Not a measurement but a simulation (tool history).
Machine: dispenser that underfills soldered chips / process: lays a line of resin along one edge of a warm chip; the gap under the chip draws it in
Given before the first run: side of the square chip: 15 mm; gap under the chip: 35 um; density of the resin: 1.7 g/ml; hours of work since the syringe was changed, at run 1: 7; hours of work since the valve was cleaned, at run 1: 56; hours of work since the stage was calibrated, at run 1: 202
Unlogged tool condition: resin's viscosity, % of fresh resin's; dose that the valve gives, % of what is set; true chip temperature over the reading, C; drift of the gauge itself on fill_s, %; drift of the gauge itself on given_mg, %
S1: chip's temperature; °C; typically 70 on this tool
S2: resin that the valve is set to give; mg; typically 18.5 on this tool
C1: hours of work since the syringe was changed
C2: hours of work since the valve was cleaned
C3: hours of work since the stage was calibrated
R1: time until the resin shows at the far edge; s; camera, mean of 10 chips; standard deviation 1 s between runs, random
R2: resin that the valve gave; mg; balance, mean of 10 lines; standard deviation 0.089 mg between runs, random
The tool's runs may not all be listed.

{"run": 1, "hour": 0.0, "S1": 70, "S2": 18.5, "C1": 7, "C2": 56, "C3": 202, "R1": 125.1, "R2": 17.6}
{"hour": 7.5, "done": "new syringe of resin"}
{"run": 2, "hour": 7.5, "S1": 70, "S2": 20.7, "C1": 0, "C2": 61, "C3": 207, "R1": 99.7, "R2": 19.62}
{"run": 3, "hour": 19.7, "S1": 70, "S2": 20.7, "C1": 9, "C2": 69, "C3": 216, "R1": 130.1, "R2": 19.52}
{"hour": 24.4, "done": "new syringe of resin"}
{"run": 4, "hour": 34.7, "S1": 70, "S2": 18.5, "C1": 7, "C2": 80, "C3": 226, "R1": 132.3, "R2": 17.19}
{"hour": 41.6, "done": "new syringe of resin"}
{"run": 5, "hour": 49.4, "S1": 70, "S2": 18.5, "C1": 6, "C2": 90, "C3": 237, "R1": 121.3, "R2": 17.19}
{"hour": 58.7, "done": "new syringe of resin"}
{"run": 6, "hour": 64.9, "S1": 70, "S2": 23.6, "C1": 4, "C2": 101, "C3": 247, "R1": 114.8, "R2": 21.5}
{"hour": 75.3, "done": "new syringe of resin"}
{"run": 7, "hour": 79.0, "S1": 70, "S2": 23.6, "C1": 3, "C2": 111, "C3": 257, "R1": 106.9, "R2": 21.3}
{"run": 8, "hour": 89.5, "S1": 60, "S2": 18.5, "C1": 10, "C2": 118, "C3": 265, "R1": 242.8, "R2": 16.65}
{"hour": 92.8, "done": "new syringe of resin"}
{"run": 9, "hour": 99.2, "S1": 60, "S2": 18.5, "C1": 5, "C2": 125, "C3": 271, "R1": 203.9, "R2": 16.51}
{"hour": 106.8, "done": "dispensing valve cleaned and set on the balance"}
{"hour": 110.9, "done": "new syringe of resin"}
{"run": 10, "hour": 111.2, "S1": 60, "S2": 18.5, "C1": 0, "C2": 3, "C3": 279, "R1": 173.1, "R2": 18.48}
{"run": 11, "hour": 125.5, "S1": 60, "S2": 18.5, "C1": 10, "C2": 13, "C3": 289, "R1": 239.0, "R2": 18.45}
{"hour": 128.4, "done": "new syringe of resin"}
{"run": 12, "hour": 140.0, "S1": 60, "S2": 18.5, "C1": 8, "C2": 23, "C3": 299, "R1": 225.9, "R2": 18.14}
{"hour": 145.0, "done": "new syringe of resin"}
{"run": 13, "hour": 154.2, "S1": 70, "S2": 18.5, "C1": 7, "C2": 33, "C3": 309, "R1": 128.4, "R2": 17.96}
{"hour": 162.1, "done": "new syringe of resin"}
{"run": 14, "hour": 168.8, "S1": 70, "S2": 20.5, "C1": 5, "C2": 43, "C3": 319, "R1": 113.0, "R2": 19.65}
{"hour": 179.3, "done": "new syringe of resin"}
{"run": 15, "hour": 180.4, "S1": 70, "S2": 20.5, "C1": 1, "C2": 51, "C3": 327, "R1": 104.5, "R2": 19.68}
{"run": 16, "hour": 192.1, "S1": 70, "S2": 18.5, "C1": 9, "C2": 59, "C3": 335, "R1": 141.4, "R2": 17.54}
{"hour": 195.8, "done": "new syringe of resin"}
{"run": 17, "hour": 202.6, "S1": 70, "S2": 18.5, "C1": 5, "C2": 67, "C3": 342, "R1": 121.6, "R2": 17.43}
{"hour": 212.3, "done": "new syringe of resin"}
{"run": 18, "hour": 217.6, "S1": 70, "S2": 18.5, "C1": 4, "C2": 77, "C3": 353, "R1": 118.5, "R2": 17.25}
{"hour": 229.1, "done": "new syringe of resin"}
{"run": 19, "hour": 231.5, "S1": 70, "S2": 18.5, "C1": 2, "C2": 87, "C3": 363, "R1": 109.9, "R2": 17.23}
{"run": 20, "hour": 242.5, "S1": 65, "S2": 17.4, "C1": 9, "C2": 94, "C3": 370, "R1": 187.2, "R2": 15.86}
{"hour": 245.8, "done": "new syringe of resin"}
{"hour": 249.1, "done": "stage's temperature calibrated"}
{"run": 21, "hour": 257.4, "S1": 65, "S2": 17.4, "C1": 8, "C2": 104, "C3": 6, "R1": 169.1, "R2": 15.75}
{"hour": 264.2, "done": "new syringe of resin"}
{"run": 22, "hour": 268.7, "S1": 70, "S2": 22.7, "C1": 3, "C2": 112, "C3": 14, "R1": 106.0, "R2": 20.39}
{"run": 23, "hour": 278.3, "S1": 56, "S2": 16.2, "C1": 10, "C2": 119, "C3": 20, "R1": 310.0, "R2": 14.65}
{"hour": 280.9, "done": "new syringe of resin"}
{"run": 24, "hour": 285.5, "S1": 56, "S2": 16.2, "C1": 3, "C2": 123, "C3": 25, "R1": 243.4, "R2": 14.52}
{"hour": 294.5, "done": "dispensing valve cleaned and set on the balance"}
{"hour": 298.4, "done": "new syringe of resin"}
{"run": 25, "hour": 299.8, "S1": 58, "S2": 21.2, "C1": 1, "C2": 4, "C3": 35, "R1": 183.0, "R2": 21.02}
{"run": 26, "hour": 307.0, "S1": 70, "S2": 19.7, "C1": 6, "C2": 9, "C3": 40, "R1": 115.0, "R2": 19.52}
{"hour": 315.6, "done": "new syringe of resin"}
{"run": 27, "hour": 321.1, "S1": 83, "S2": 24.0, "C1": 4, "C2": 18, "C3": 49, "R1": 57.0, "R2": 23.6}
{"hour": 332.7, "done": "new syringe of resin"}
{"run": 28, "hour": 332.7, "S1": 57, "S2": 18.7, "C1": 0, "C2": 26, "C3": 57, "R1": 190.7, "R2": 18.4}
{"run": 29, "hour": 344.2, "S1": 57, "S2": 17.4, "C1": 8, "C2": 34, "C3": 65, "R1": 260.3, "R2": 16.89}
{"hour": 349.2, "done": "new syringe of resin"}
{"run": 30, "hour": 357.4, "S1": 75, "S2": 16.6, "C1": 6, "C2": 44, "C3": 75, "R1": 97.5, "R2": 16.13}
{"run": 31, "hour": 363.9, "S1": 76, "S2": 18.5, "C1": 10, "C2": 48, "C3": 79, "R1": 101.6, "R2": 17.78}
{"hour": 366.3, "done": "new syringe of resin"}
{"run": 32, "hour": 373.6, "S1": 74, "S2": 23.3, "C1": 5, "C2": 55, "C3": 86, "R1": 94.7, "R2": 22.29}
{"hour": 383.4, "done": "new syringe of resin"}
{"run": 33, "hour": 389.1, "S1": 55, "S2": 18.0, "C1": 4, "C2": 66, "C3": 97, "R1": 253.3, "R2": 17.04}
{"run": 34, "hour": 398.6, "S1": 62, "S2": 17.8, "C1": 11, "C2": 72, "C3": 103, "R1": 216.3, "R2": 16.77}

Hidden state or all else? Some run-to-run changes of R1, split into what the settings, what came in and random variation would give without the hidden state, and what is left for the hidden state (with any gauge scatter that isn't in both results):
Run 7 -> 8: S1 70 -> 60, S2 23.6 -> 18.5. R1 +135.9 s: hidden state +66.5, all else +69.4.
Run 10 -> 11: settings left as they were, no log entry in between. R1 +65.9 s: hidden state +67.2, all else -1.3.
Run 22 -> 23: S1 70 -> 56, S2 22.7 -> 16.2. R1 +204.0 s: hidden state +86.6, all else +117.4.
Run 29 -> 30: S1 57 -> 75, S2 17.4 -> 16.6, new syringe of resin. R1 -162.8 s: hidden state -46.5, all else -116.3.
Run 32 -> 33: S1 74 -> 55, S2 23.3 -> 18.0, new syringe of resin. R1 +158.6 s: hidden state +22.7, all else +135.9.
